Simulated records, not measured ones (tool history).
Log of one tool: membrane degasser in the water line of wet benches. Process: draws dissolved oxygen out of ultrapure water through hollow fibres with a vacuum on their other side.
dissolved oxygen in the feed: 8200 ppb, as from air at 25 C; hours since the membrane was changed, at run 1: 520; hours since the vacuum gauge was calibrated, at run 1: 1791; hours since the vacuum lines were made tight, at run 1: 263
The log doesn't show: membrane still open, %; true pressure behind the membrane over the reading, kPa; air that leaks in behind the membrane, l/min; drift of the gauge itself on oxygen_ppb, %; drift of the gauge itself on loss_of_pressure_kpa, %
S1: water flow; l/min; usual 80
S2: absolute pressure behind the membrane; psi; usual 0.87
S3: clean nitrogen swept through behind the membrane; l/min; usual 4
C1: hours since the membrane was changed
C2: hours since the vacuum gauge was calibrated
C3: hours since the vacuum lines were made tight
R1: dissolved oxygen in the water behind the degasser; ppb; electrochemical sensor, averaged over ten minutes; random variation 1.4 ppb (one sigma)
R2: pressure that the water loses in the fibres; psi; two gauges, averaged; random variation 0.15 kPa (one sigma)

run,hour,S1,S2,S3,C1,C2,C3,R1,R2
1,0,80,0.87,4,520,1791,263,144.3,5.02
2,46.3,80,0.87,3.78,566,1837,309,146.6,5.044
3,83.2,80,0.87,3.78,603,1874,346,150.7,5.018
4,123.6,55,0.87,4,644,1914,387,97.1,3.465
5,179.6,55,0.87,4,700,1970,443,98.2,3.452
6,235.5,80,0.87,11.13,756,2026,499,63.9,5.049
7,272.3,80,0.87,11.13,792,2063,535,62.3,5.05
8,331.9,80,0.87,11.13,852,2123,595,62,5.049
9,371.3,69,0.679,4.8,891,2162,634,61.9,4.361
10,407.8,80,1.156,4,928,2199,671,231.7,5.062
11,471.5,50,1.559,5.39,992,2262,735,169.5,3.173
12,523.2,50,1.559,5.39,1043,2314,786,168.2,3.166
13,583.1,50,1.559,5.39,1103,2374,846,170.6,3.165
14,649.1,50,1.559,5.39,1169,2440,912,169.6,3.175

Hidden state or all else? Some run-to-run changes of R1, split into what the settings, what came in and random variation would give without the hidden state, and what is left for the hidden state (with any gauge scatter that isn't in both results):
Run 9 -> 10: S1 69 -> 80, S2 0.679 -> 1.156, S3 4.8 -> 4. R1 +169.8 ppb: hidden state +3.1, all else +166.7.
Run 10 -> 11: S1 80 -> 50, S2 1.156 -> 1.559, S3 4 -> 5.39. R1 -62.2 ppb: hidden state -5.7, all else -56.5.
